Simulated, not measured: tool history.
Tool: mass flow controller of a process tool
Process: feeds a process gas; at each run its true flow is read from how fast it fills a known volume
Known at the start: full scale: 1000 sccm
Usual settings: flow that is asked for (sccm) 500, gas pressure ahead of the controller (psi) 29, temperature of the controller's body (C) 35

run,hour,flow that is asked for (sccm),gas pressure ahead of the controller (psi),temperature of the controller's body (C),true flow (%)
1,0,500,29,35,98.27
2,260,500,29,35,98.38
3,607.5,500,29,35,98.24
4,988,500,29,35,98.25
5,1180.3,500,29,35,98.38
6,1413.5,500,29,35,98.34
7,1769.4,500,29,35,98.39
8,2029.3,500,29,35,98.43
9,2294.9,500,29,35,98.36
10,2642.3,388,29,35,98.18
11,2884,500,29,35,98.22
12,3080,500,29,35,98.4
13,3280.9,500,29,35,98.41
14,3506.1,500,29,35,98.29
15,3786.1,126,26.1,21,99.46
16,4005.9,138,20.9,32,98.53
17,4403.1,138,20.9,32,98.47
18,4700.3,138,20.9,32,98.57
19,5140.4,507,29,38,98.05
20,5470.9,168,29,35,97.91
21,5699.4,500,32.5,39,97.81

Forecast run 22:
22,5963.8,500,29,24,?

Run 22 gave true flow (%) 99.55.
Without the tool's hidden state the same run would have given true flow (%) 99.56.
